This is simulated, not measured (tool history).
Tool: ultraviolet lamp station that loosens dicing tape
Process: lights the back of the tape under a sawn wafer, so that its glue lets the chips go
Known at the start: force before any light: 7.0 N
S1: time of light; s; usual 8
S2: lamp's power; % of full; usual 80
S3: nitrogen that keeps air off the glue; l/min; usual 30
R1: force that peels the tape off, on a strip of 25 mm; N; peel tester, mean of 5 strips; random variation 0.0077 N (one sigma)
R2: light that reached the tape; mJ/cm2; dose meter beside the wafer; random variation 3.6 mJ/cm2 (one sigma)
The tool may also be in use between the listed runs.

{"run": 1, "hour": 0.0, "S1": 8, "S2": 80, "S3": 30, "R1": 0.377, "R2": 538}
{"run": 2, "hour": 11.0, "S1": 8, "S2": 80, "S3": 30, "R1": 0.369, "R2": 537}
{"run": 3, "hour": 19.6, "S1": 8, "S2": 80, "S3": 30, "R1": 0.385, "R2": 536}
{"run": 4, "hour": 29.7, "S1": 8, "S2": 80, "S3": 30, "R1": 0.387, "R2": 536}
{"run": 5, "hour": 43.6, "S1": 8, "S2": 80, "S3": 30, "R1": 0.395, "R2": 539}
{"run": 6, "hour": 59.2, "S1": 8, "S2": 80, "S3": 30, "R1": 0.392, "R2": 528}
{"run": 7, "hour": 68.0, "S1": 8, "S2": 71, "S3": 30, "R1": 0.507, "R2": 477}
{"run": 8, "hour": 85.8, "S1": 8, "S2": 71, "S3": 30, "R1": 0.538, "R2": 469}
{"hour": 101.3, "done": "window cleaned of glue's vapour"}
{"run": 9, "hour": 101.5, "S1": 8, "S2": 71, "S3": 30, "R1": 0.459, "R2": 499}
{"run": 10, "hour": 115.8, "S1": 8, "S2": 62, "S3": 30, "R1": 0.636, "R2": 434}
{"run": 11, "hour": 132.0, "S1": 8, "S2": 62, "S3": 30, "R1": 0.619, "R2": 434}
{"run": 12, "hour": 149.3, "S1": 8, "S2": 62, "S3": 30, "R1": 0.637, "R2": 432}
{"run": 13, "hour": 163.2, "S1": 8, "S2": 80, "S3": 30, "R1": 0.348, "R2": 555}
{"run": 14, "hour": 175.0, "S1": 8, "S2": 80, "S3": 30, "R1": 0.348, "R2": 557}
{"run": 15, "hour": 193.0, "S1": 8, "S2": 80, "S3": 30, "R1": 0.35, "R2": 559}
{"run": 16, "hour": 207.9, "S1": 8, "S2": 80, "S3": 24, "R1": 0.432, "R2": 551}
{"run": 17, "hour": 225.2, "S1": 8, "S2": 80, "S3": 24, "R1": 0.425, "R2": 551}
{"run": 18, "hour": 242.5, "S1": 8, "S2": 80, "S3": 24, "R1": 0.442, "R2": 544}
{"run": 19, "hour": 253.9, "S1": 8, "S2": 63, "S3": 30, "R1": 0.612, "R2": 429}
{"run": 20, "hour": 266.1, "S1": 8, "S2": 63, "S3": 30, "R1": 0.639, "R2": 428}
{"run": 21, "hour": 274.0, "S1": 8, "S2": 66, "S3": 30, "R1": 0.564, "R2": 447}
{"run": 22, "hour": 281.1, "S1": 8, "S2": 73, "S3": 30, "R1": 0.46, "R2": 491}
{"run": 23, "hour": 293.9, "S1": 16, "S2": 80, "S3": 33, "R1": 0.099, "R2": 1088}
{"run": 24, "hour": 309.5, "S1": 6, "S2": 71, "S3": 12, "R1": 1.663, "R2": 358}

The next listed run, before its measurement:
{"run": 25, "hour": 323.0, "S1": 6, "S2": 62, "S3": 16, "R1": "?", "R2": "?"}

Run 25 gave R1 1.661 N, R2 313 mJ/cm2.
Without the tool's hidden state the same run would have given R1 1.435 N, R2 346 mJ/cm2.
